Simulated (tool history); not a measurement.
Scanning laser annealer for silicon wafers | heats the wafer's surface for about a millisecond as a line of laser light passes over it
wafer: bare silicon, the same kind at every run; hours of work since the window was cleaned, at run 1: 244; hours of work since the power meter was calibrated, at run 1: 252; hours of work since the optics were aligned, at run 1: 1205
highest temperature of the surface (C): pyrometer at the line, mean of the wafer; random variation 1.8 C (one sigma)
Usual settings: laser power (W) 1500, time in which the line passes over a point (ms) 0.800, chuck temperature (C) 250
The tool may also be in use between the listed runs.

run,day,laser power (W),time in which the line passes over a point (ms),chuck temperature (C),hours of work since the window was cleaned,hours of work since the power meter was calibrated,hours of work since the optics were aligned,highest temperature of the surface (C)
1,0.000,1500,0.800,250,244,252,1205,1037
2,0.279,1500,0.800,250,249,257,1209,1038
3,0.600,1500,0.800,250,254,262,1214,1033
4,0.825,1500,0.800,250,257,265,1218,1035
5,1.371,1487,0.800,250,266,274,1226,1028
6,1.733,1500,0.800,237,271,280,1232,1017
7,1.962,1500,0.800,237,275,283,1236,1020
8,2.504,1500,0.800,250,284,292,1244,1032
9,2.850,1500,0.800,250,289,297,1250,1035
10,3.217,1500,0.800,250,295,303,1256,1032
11,3.517,1336,0.800,250,300,308,1260,951
12,4.058,1336,0.800,250,308,316,1269,956
13,4.383,1336,0.800,250,313,321,1274,952
14,4.838,1336,0.800,250,320,328,1281,951
15,5.254,1336,0.800,242,327,335,1288,942
16,5.596,1360,0.955,257,332,340,1293,1039
17,5.879,1500,0.710,214,337,345,1298,946
18,6.196,1500,0.722,273,342,350,1303,1010
19,6.429,1500,0.722,273,346,354,1306,1009
20,6.729,1500,0.799,257,350,358,1311,1033
21,6.962,1500,0.702,280,354,362,1315,1004
22,7.367,1605,0.732,286,360,368,1321,1078
23,7.800,1430,0.958,225,367,375,1328,1040
24,8.204,1368,0.572,259,374,382,1334,854
25,8.429,1478,0.976,222,377,385,1338,1067
26,8.654,1436,0.682,228,381,389,1341,913
27,9.112,1389,0.584,255,388,396,1349,866
28,9.400,1603,0.881,272,392,400,1353,1138

Some steps in highest temperature of the surface (C) between neighbouring runs. How much of each would the tool show without its hidden state too (settings, what came in, random variation), and how much is left for the hidden state, with any gauge scatter that isn't in both results?
The hidden state here: light that passes the window, % of a clean one's; laser's true power over the reading, %; width of the line over the set one, %; drift of the gauge itself on peak_c, C.
Run 24 -> 25: laser power (W) 1368 -> 1478, time in which the line passes over a point (ms) 0.572 -> 0.976, chuck temperature (C) 259 -> 222. highest temperature of the surface (C) +213: hidden state -13, all else +226.
Run 27 -> 28: laser power (W) 1389 -> 1603, time in which the line passes over a point (ms) 0.584 -> 0.881, chuck temperature (C) 255 -> 272. highest temperature of the surface (C) +272: hidden state -14, all else +286.
